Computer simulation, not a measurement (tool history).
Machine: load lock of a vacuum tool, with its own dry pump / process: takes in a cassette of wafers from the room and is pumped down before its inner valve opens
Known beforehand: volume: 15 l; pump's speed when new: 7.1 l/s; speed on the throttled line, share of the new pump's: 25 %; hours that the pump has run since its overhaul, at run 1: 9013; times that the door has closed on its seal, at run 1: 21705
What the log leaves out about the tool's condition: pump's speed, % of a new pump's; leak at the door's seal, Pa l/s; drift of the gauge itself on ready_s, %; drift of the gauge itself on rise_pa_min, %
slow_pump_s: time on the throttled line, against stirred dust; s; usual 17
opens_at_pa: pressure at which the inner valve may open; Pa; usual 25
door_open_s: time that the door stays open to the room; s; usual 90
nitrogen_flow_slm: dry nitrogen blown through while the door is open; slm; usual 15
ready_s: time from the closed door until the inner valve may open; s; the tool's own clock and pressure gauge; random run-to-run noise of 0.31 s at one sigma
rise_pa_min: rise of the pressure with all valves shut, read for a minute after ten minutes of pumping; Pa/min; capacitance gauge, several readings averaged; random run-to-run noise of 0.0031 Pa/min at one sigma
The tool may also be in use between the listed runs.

| run | hour | slow_pump_s | opens_at_pa | door_open_s | nitrogen_flow_slm | hours that the pump has run since its overhaul | times that the door has closed on its seal | incoming humidity of the room's air, % | ready_s | rise_pa_min |
|---|---|---|---|---|---|---|---|---|---|---|
| 1 | 0.0 | 17 | 25 | 90 | 15 | 9013 | 21705 | 47.0 | 31.3 | 0.193 |
| 2 | 346.4 | 17 | 25 | 90 | 15 | 9359 | 22218 | 45.2 | 31.7 | 0.189 |
| 3 | 695.3 | 17 | 25 | 90 | 15 | 9708 | 22735 | 46.2 | 32.1 | 0.203 |
| 4 | 962.8 | 28 | 25 | 90 | 15 | 9976 | 23132 | 45.5 | 40.0 | 0.202 |
| 5 | 1127.0 | 17 | 25 | 121 | 15 | 10140 | 23375 | 43.8 | 31.7 | 0.219 |
| 6 | 1455.5 | 17 | 29 | 121 | 15 | 10468 | 23862 | 43.4 | 31.0 | 0.220 |
| 7 | 1616.7 | 17 | 29 | 121 | 15 | 10629 | 24101 | 45.0 | 32.0 | 0.223 |
| 8 | 1884.7 | 17 | 29 | 121 | 15 | 10897 | 24498 | 45.6 | 31.9 | 0.229 |
| 9 | 2193.5 | 17 | 26 | 90 | 15 | 11206 | 24956 | 44.0 | 31.7 | 0.216 |

What does the tool deliver on the next run?
| 10 | 2442.0 | 17 | 29 | 44 | 15 | 11455 | 25325 | 43.6 | ? | ? |

ready_s: 31.6 s
rise_pa_min: 0.197 Pa/min
The same run, on a tool lacking any hidden state, would have yielded ready_s 30.2 s, rise_pa_min 0.038 Pa/min.

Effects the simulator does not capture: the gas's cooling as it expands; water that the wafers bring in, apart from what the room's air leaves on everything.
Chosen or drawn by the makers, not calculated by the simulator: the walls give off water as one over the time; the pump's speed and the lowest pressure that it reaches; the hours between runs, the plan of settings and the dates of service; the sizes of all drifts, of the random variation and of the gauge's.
